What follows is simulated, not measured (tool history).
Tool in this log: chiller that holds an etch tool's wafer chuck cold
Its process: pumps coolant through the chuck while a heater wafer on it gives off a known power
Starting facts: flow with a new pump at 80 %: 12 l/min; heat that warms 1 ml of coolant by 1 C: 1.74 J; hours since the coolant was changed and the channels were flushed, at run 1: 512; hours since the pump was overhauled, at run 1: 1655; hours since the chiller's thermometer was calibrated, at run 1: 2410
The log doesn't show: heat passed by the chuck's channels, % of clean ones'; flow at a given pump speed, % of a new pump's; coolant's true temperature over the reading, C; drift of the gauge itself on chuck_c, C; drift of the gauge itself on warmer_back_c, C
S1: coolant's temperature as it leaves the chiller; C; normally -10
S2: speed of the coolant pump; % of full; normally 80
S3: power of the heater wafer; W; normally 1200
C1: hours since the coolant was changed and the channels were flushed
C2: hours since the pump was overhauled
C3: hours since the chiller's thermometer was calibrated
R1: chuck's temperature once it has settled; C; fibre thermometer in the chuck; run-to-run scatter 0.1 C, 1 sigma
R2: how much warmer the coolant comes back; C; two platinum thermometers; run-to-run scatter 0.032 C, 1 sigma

{"run": 1, "hour": 0.0, "S1": -10, "S2": 80, "S3": 1200, "C1": 512, "C2": 1655, "C3": 2410, "R1": 2.2, "R2": 3.6}
{"run": 2, "hour": 46.6, "S1": -10, "S2": 69, "S3": 1200, "C1": 559, "C2": 1702, "C3": 2456, "R1": 3.9, "R2": 4.1}
{"run": 3, "hour": 78.8, "S1": -10, "S2": 80, "S3": 1032, "C1": 591, "C2": 1734, "C3": 2488, "R1": 0.6, "R2": 3.1}
{"run": 4, "hour": 122.9, "S1": -10, "S2": 80, "S3": 1200, "C1": 635, "C2": 1778, "C3": 2533, "R1": 2.3, "R2": 3.55}
{"run": 5, "hour": 161.2, "S1": -10, "S2": 80, "S3": 1200, "C1": 673, "C2": 1816, "C3": 2571, "R1": 2.1, "R2": 3.6}
{"run": 6, "hour": 221.6, "S1": -7, "S2": 80, "S3": 1200, "C1": 734, "C2": 1877, "C3": 2631, "R1": 5.3, "R2": 3.55}
{"hour": 230.1, "done": "coolant pump overhauled"}
{"run": 7, "hour": 269.7, "S1": -7, "S2": 80, "S3": 1200, "C1": 777, "C2": 40, "C3": 2674, "R1": 5.3, "R2": 3.55}
{"run": 8, "hour": 329.2, "S1": -7, "S2": 80, "S3": 1200, "C1": 836, "C2": 99, "C3": 2734, "R1": 5.4, "R2": 3.62}
{"run": 9, "hour": 381.1, "S1": -1, "S2": 66, "S3": 614, "C1": 888, "C2": 151, "C3": 2786, "R1": 6.2, "R2": 2.27}
{"run": 10, "hour": 426.3, "S1": -1, "S2": 66, "S3": 614, "C1": 933, "C2": 196, "C3": 2831, "R1": 6.5, "R2": 2.26}
{"run": 11, "hour": 469.5, "S1": -1, "S2": 66, "S3": 614, "C1": 977, "C2": 239, "C3": 2874, "R1": 6.3, "R2": 2.23}
{"run": 12, "hour": 501.2, "S1": -7, "S2": 61, "S3": 1365, "C1": 1008, "C2": 271, "C3": 2906, "R1": 10.9, "R2": 5.35}
{"hour": 532.6, "done": "coolant pump overhauled, once more"}
{"run": 13, "hour": 554.9, "S1": -4, "S2": 74, "S3": 853, "C1": 1057, "C2": 22, "C3": 2955, "R1": 5, "R2": 2.7}
{"run": 14, "hour": 615.9, "S1": -4, "S2": 74, "S3": 853, "C1": 1118, "C2": 83, "C3": 3016, "R1": 4.9, "R2": 2.63}
{"run": 15, "hour": 657.4, "S1": -3, "S2": 80, "S3": 1200, "C1": 1160, "C2": 125, "C3": 3057, "R1": 9, "R2": 3.48}

Some steps in R1 between neighbouring runs. How much of each would the tool show without its hidden state too (settings, what came in, random variation), and how much is left for the hidden state, with any gauge scatter that isn't in both results?
Run 12 -> 13: S1 -7 -> -4, S2 61 -> 74, S3 1365 -> 853, coolant pump overhauled, once more. R1 -5.9 C: hidden state -0.9, all else -5.
